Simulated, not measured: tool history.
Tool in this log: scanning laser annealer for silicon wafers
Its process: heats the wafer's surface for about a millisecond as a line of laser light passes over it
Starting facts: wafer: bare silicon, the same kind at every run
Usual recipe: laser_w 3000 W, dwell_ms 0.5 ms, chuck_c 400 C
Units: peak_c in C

Run 1, hour 0: usual settings. Result: peak_c 1152 C.
Run 2, hour 6.1: usual settings. Result: peak_c 1156 C.
Run 3, hour 11.9: usual settings. Result: peak_c 1153 C.
Run 4, hour 20.6: usual settings. Result: peak_c 1155 C.
Run 5, hour 27.5: usual settings but dwell_ms 0.427 ms. Result: peak_c 1098 C.
Run 6, hour 35.6: usual settings but dwell_ms 0.427 ms. Result: peak_c 1094 C.
Run 7, hour 40: usual settings but laser_w 3085 W, dwell_ms 0.427 ms. Result: peak_c 1121 C.
Run 8, hour 49.8: usual settings but laser_w 3085 W, dwell_ms 0.427 ms. Result: peak_c 1122 C.
Run 9, hour 57.2: usual settings but laser_w 2897 W. Result: peak_c 1121 C.
Run 10, hour 66.7: usual settings but laser_w 2897 W. Result: peak_c 1120 C.
Run 11, hour 74.9: usual settings. Result: peak_c 1156 C.
At hour 78.7: window over the wafer cleaned.
Run 12, hour 85.9: usual settings. Result: peak_c 1152 C.
Run 13, hour 92.8: usual settings. Result: peak_c 1157 C.
Run 14, hour 97.2: usual settings. Result: peak_c 1157 C.
Run 15, hour 103.5: usual settings but dwell_ms 0.45 ms. Result: peak_c 1114 C.
Run 16, hour 107.5: usual settings but dwell_ms 0.4 ms. Result: peak_c 1070 C.
Run 17, hour 112.8: usual settings but dwell_ms 0.4 ms. Result: peak_c 1072 C.
Run 18, hour 117: usual settings but dwell_ms 0.442 ms. Result: peak_c 1108 C.
Run 19, hour 125.9: usual settings but laser_w 2555 W, dwell_ms 0.464 ms, chuck_c 378 C. Result: peak_c 963 C.
Run 20, hour 133.1: usual settings but laser_w 3094 W, dwell_ms 0.618 ms, chuck_c 416 C. Result: peak_c 1296 C.
Run 21, hour 140.4: usual settings but laser_w 3094 W, dwell_ms 0.618 ms, chuck_c 416 C. Result: peak_c 1293 C.
Run 22, hour 149.6: usual settings but laser_w 2718 W, dwell_ms 0.373 ms, chuck_c 401 C. Result: peak_c 974 C.
Run 23, hour 159.4: usual settings but laser_w 2718 W, dwell_ms 0.373 ms, chuck_c 401 C. Result: peak_c 971 C.
Run 24, hour 168.4: usual settings but laser_w 3077 W, dwell_ms 0.589 ms, chuck_c 401 C. Result: peak_c 1251 C.
Run 25, hour 178.1: usual settings but laser_w 2941 W, dwell_ms 0.589 ms, chuck_c 407 C. Result: peak_c 1210 C.
Run 26, hour 186.4: usual settings but laser_w 3237 W, dwell_ms 0.417 ms, chuck_c 437 C. Result: peak_c 1196 C.
Run 27, hour 195.6: usual settings but laser_w 2750 W, chuck_c 376 C. Result: peak_c 1047 C.
Run 28, hour 200: usual settings but dwell_ms 0.488 ms, chuck_c 425 C. Result: peak_c 1171 C.
Run 29, hour 207.8: usual settings but laser_w 3043 W, dwell_ms 0.442 ms, chuck_c 388 C. Result: peak_c 1109 C.
Run 30, hour 212.9: usual settings but laser_w 3043 W, dwell_ms 0.442 ms, chuck_c 388 C. Result: peak_c 1108 C.
Run 31, hour 221.9: usual settings but laser_w 2803 W, chuck_c 420 C. Result: peak_c 1106 C.
Run 32, hour 231.4: usual settings but laser_w 2803 W, chuck_c 420 C. Result: peak_c 1112 C.
Run 33, hour 237.9: usual settings but dwell_ms 0.542 ms, chuck_c 402 C. Result: peak_c 1187 C.
Run 34, hour 246.9: usual settings but dwell_ms 0.459 ms, chuck_c 402 C. Result: peak_c 1122 C.
Run 35, hour 251: usual settings but laser_w 3295 W, dwell_ms 0.365 ms, chuck_c 403 C. Result: peak_c 1130 C.

Alternative continuations, all from the tool just after run 35; predict every row:
Run A, hour 257.1: usual settings but laser_w 2991 W, dwell_ms 0.392 ms. Result: peak_c ?.
Run B, hour 257.1: usual settings but laser_w 3244 W, dwell_ms 0.604 ms, chuck_c 416 C. Result: peak_c ?.
Run C, hour 257.1: usual settings but dwell_ms 0.419 ms. Result: peak_c ?.
Run D, hour 257.1: usual settings but dwell_ms 0.43 ms, chuck_c 436 C. Result: peak_c ?.

run  peak_c
  A    1061
  B    1337
  C    1087
  D    1134
What these runs would have given with no unlogged condition in the tool:
run  peak_c
  A    1062
  B    1338
  C    1088
  D    1135

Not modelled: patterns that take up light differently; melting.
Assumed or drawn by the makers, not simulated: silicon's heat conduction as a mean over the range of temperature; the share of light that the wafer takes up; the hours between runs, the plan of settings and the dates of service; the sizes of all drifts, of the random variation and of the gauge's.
